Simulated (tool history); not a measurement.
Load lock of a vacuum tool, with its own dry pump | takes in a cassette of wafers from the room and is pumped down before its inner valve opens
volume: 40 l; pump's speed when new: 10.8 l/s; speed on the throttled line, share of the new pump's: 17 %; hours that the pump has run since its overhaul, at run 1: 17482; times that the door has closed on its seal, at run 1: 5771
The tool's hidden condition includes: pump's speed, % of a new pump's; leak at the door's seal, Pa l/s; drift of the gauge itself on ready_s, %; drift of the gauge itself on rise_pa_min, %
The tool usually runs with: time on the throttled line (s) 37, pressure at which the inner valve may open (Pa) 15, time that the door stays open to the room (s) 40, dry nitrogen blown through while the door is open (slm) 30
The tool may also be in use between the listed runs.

run    hour  time on the throttled line (s)  pressure at which the inner valve may open (Pa)  time that the door stays open to the room (s)  dry nitrogen blown through while the door is open (slm)  hours that the pump has run since its overhaul  times that the door has closed on its seal  incoming humidity of the room's air, %  time from the closed door until the inner valve may open (s)  rise of the pressure with all valves shut (Pa/min)
  1     0.0                              37                                               15                                             40                                                       30                                           17482                                        5771                                    45.0                                                          68.6                                               0.039
  2   226.7                              37                                               15                                             40                                                       30                                           17709                                        6218                                    41.7                                                          68.8                                               0.041
  3   394.5                              37                                               15                                             40                                                       30                                           17876                                        6550                                    41.9                                                          69.2                                               0.040
  4   497.9                              37                                               15                                             40                                                       30                                           17980                                        6754                                    44.8                                                          69.3                                               0.035
  5   739.4                              37                                               15                                             40                                                       30                                           18221                                        7230                                    46.2                                                          69.1                                               0.037
  6   877.2                              37                                               15                                             40                                                       30                                           18359                                        7503                                    45.0                                                          69.6                                               0.042
  7  1050.4                              37                                               15                                             40                                                       30                                           18532                                        7844                                    43.4                                                          68.6                                               0.045
  8  1241.9                              37                                               15                                             40                                                       30                                           18724                                        8222                                    43.6                                                          69.6                                               0.046
  9  1473.9                              37                                               15                                             89                                                       30                                           18956                                        8681                                    42.7                                                          70.0                                               0.045
 10  1721.3                              37                                               15                                             89                                                       30                                           19203                                        9169                                    46.2                                                          69.4                                               0.051
 11  1959.6                              37                                               15                                             89                                                       30                                           19441                                        9639                                    48.2                                                          70.5                                               0.056
 12  2153.1                              30                                               15                                             89                                                       30                                           19635                                       10021                                    43.5                                                          64.7                                               0.053
 13  2380.9                              37                                               15                                             40                                                       30                                           19863                                       10471                                    45.0                                                          70.2                                               0.054
 14  2566.7                              45                                               15                                             40                                                       30                                           20049                                       10838                                    44.7                                                          75.9                                               0.048
 15  2773.0                              45                                               15                                             40                                                       30                                           20255                                       11245                                    45.3                                                          76.1                                               0.059
 16  3014.3                              45                                               15                                             40                                                       30                                           20496                                       11722                                    43.8                                                          77.1                                               0.052
 17  3217.5                              37                                               15                                             40                                                       30                                           20699                                       12123                                    44.7                                                          69.9                                               0.057
 18  3413.3                              37                                               15                                             40                                                       30                                           20895                                       12509                                    41.3                                                          71.2                                               0.060
 19  3641.3                              37                                               11                                             40                                                       30                                           21123                                       12960                                    47.4                                                          71.8                                               0.059
 20  3832.3                              73                                               11                                            121                                                       27                                           21314                                       13337                                    46.0                                                          98.6                                               0.071
 21  3958.7                              22                                               15                                             40                                                       21                                           21441                                       13586                                    45.1                                                          58.7                                               0.067
 22  4188.5                              22                                               15                                             40                                                        5                                           21670                                       14040                                    43.5                                                          57.9                                               0.076
 23  4438.2                              30                                               15                                             31                                                        5                                           21920                                       14533                                    42.1                                                          65.2                                               0.076
 24  4690.5                              37                                               15                                             40                                                       30                                           22172                                       15031                                    49.4                                                          71.1                                               0.072
     4808.4  -- dry pump taken out, an overhauled one fitted
 25  4896.5                              37                                               15                                             40                                                       30                                              88                                       15426                                    44.1                                                          63.2                                               0.070
 26  5107.1                              29                                               12                                            143                                                       13                                             299                                       15842                                    42.0                                                          57.5                                               0.092
 27  5314.8                              29                                               12                                            143                                                       13                                             506                                       16251                                    46.2                                                          57.6                                               0.095
 28  5520.4                              37                                               15                                             32                                                       30                                             712                                       16657                                    40.2                                                          63.1                                               0.074
 29  5688.2                              20                                               16                                             40                                                       30                                             880                                       16989                                    42.2                                                          48.4                                               0.079
 30  5897.3                              20                                               16                                             40                                                       30                                            1089                                       17402                                    45.6                                                          49.4                                               0.090
 31  6096.3                              20                                               14                                             76                                                       30                                            1288                                       17794                                    48.4                                                          48.9                                               0.092
 32  6202.4                              37                                               15                                             40                                                        6                                            1394                                       18004                                    45.0                                                          62.6                                               0.093
 33  6333.9                              18                                               14                                             29                                                        6                                            1526                                       18263                                    45.1                                                          47.8                                               0.099
 34  6502.9                              18                                               15                                            185                                                       33                                            1695                                       18597                                    41.4                                                          47.5                                               0.090
 35  6655.2                              18                                               15                                            185                                                       33                                            1847                                       18898                                    42.0                                                          47.9                                               0.096
 36  6900.6                              18                                               15                                            185                                                       33                                            2092                                       19382                                    43.9                                                          48.8                                               0.104
 37  7004.0                              50                                               15                                             75                                                        4                                            2196                                       19586                                    44.0                                                          74.4                                               0.112
 38  7161.2                              50                                               15                                             75                                                        4                                            2353                                       19897                                    42.0                                                          74.1                                               0.111

3 ways to go on from here, each from the tool as it stands after run 38. What would each give?
  A  7402.2                              29                                               20                                             75                                                       16                                            2594                                       20372                                    45.4                                                             ?                                                   ?
  B  7402.2                              50                                               26                                            181                                                        9                                            2594                                       20372                                    46.1                                                             ?                                                   ?
  C  7402.2                              25                                               15                                             40                                                       30                                            2594                                       20372                                    41.2                                                             ?                                                   ?

run  time from the closed door until the inner valve may open (s)  rise of the pressure with all valves shut (Pa/min)
  A                                                          56.2                                               0.108
  B                                                          72.3                                               0.120
  C                                                          53.6                                               0.095
Stripped of hidden state, with their random variation kept, the same runs would have yielded:
run  time from the closed door until the inner valve may open (s)  rise of the pressure with all valves shut (Pa/min)
  A                                                          55.8                                               0.027
  B                                                          72.0                                               0.039
  C                                                          53.2                                               0.014

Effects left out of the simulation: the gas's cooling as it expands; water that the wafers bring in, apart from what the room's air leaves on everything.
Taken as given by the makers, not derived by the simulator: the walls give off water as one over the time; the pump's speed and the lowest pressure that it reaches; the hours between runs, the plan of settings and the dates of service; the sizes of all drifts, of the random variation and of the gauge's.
